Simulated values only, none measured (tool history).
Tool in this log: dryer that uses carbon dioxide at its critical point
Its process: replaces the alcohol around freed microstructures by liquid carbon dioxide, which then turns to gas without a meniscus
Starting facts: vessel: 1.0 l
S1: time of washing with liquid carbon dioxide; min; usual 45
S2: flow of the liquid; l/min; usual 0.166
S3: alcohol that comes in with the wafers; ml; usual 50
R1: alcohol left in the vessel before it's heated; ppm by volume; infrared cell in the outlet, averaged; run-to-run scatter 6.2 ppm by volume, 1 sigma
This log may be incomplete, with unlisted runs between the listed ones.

| run | day | S1 | S2 | S3 | R1 |
|---|---|---|---|---|---|
| 1 | 0 | 45 | 0.166 | 50 | 345 |
| 2 | 0.762 | 45 | 0.197 | 50 | 196 |
| 3 | 1.379 | 45 | 0.166 | 50 | 368 |
| 4 | 2.138 | 45 | 0.166 | 50 | 375 |
| 5 | 3.333 | 45 | 0.166 | 92 | 623 |
| 6 | 3.992 | 45 | 0.166 | 50 | 391 |
| 7 | 4.775 | 45 | 0.166 | 50 | 408 |
| 8 | 5.808 | 45 | 0.166 | 50 | 408 |
| 9 | 6.546 | 47 | 0.166 | 50 | 355 |
| 10 | 7.588 | 47 | 0.131 | 56 | 985 |
| 11 | 8.638 | 51 | 0.262 | 38 | 109 |
| 12 | 9.567 | 34 | 0.114 | 25 | 2003 |
| 13 | 10.317 | 32 | 0.245 | 107 | 664 |
| 14 | 11.017 | 32 | 0.187 | 29 | 651 |
|  | 11.571 | purifier's bed changed |
| 15 | 12.075 | 32 | 0.187 | 29 | 547 |

Below, each run's measurement less what the same run would have read without the hidden state. Both values contain the same run-to-run variation, but the gauge's scatter may not be the same in both:
Hidden conditions of the tool in this case: flow that reaches the vessel past the clogged filter, %; alcohol in the recycled carbon dioxide, ppm; drift of the gauge itself on alcohol_ppm, %.
| run | R1 |
|---|---|
| 1 | +105 |
| 2 | +99 |
| 3 | +121 |
| 4 | +128 |
| 5 | +181 |
| 6 | +148 |
| 7 | +159 |
| 8 | +169 |
| 9 | +166 |
| 10 | +295 |
| 11 | +109 |
| 12 | +426 |
| 13 | +296 |
| 14 | +259 |
| 15 | +156 |
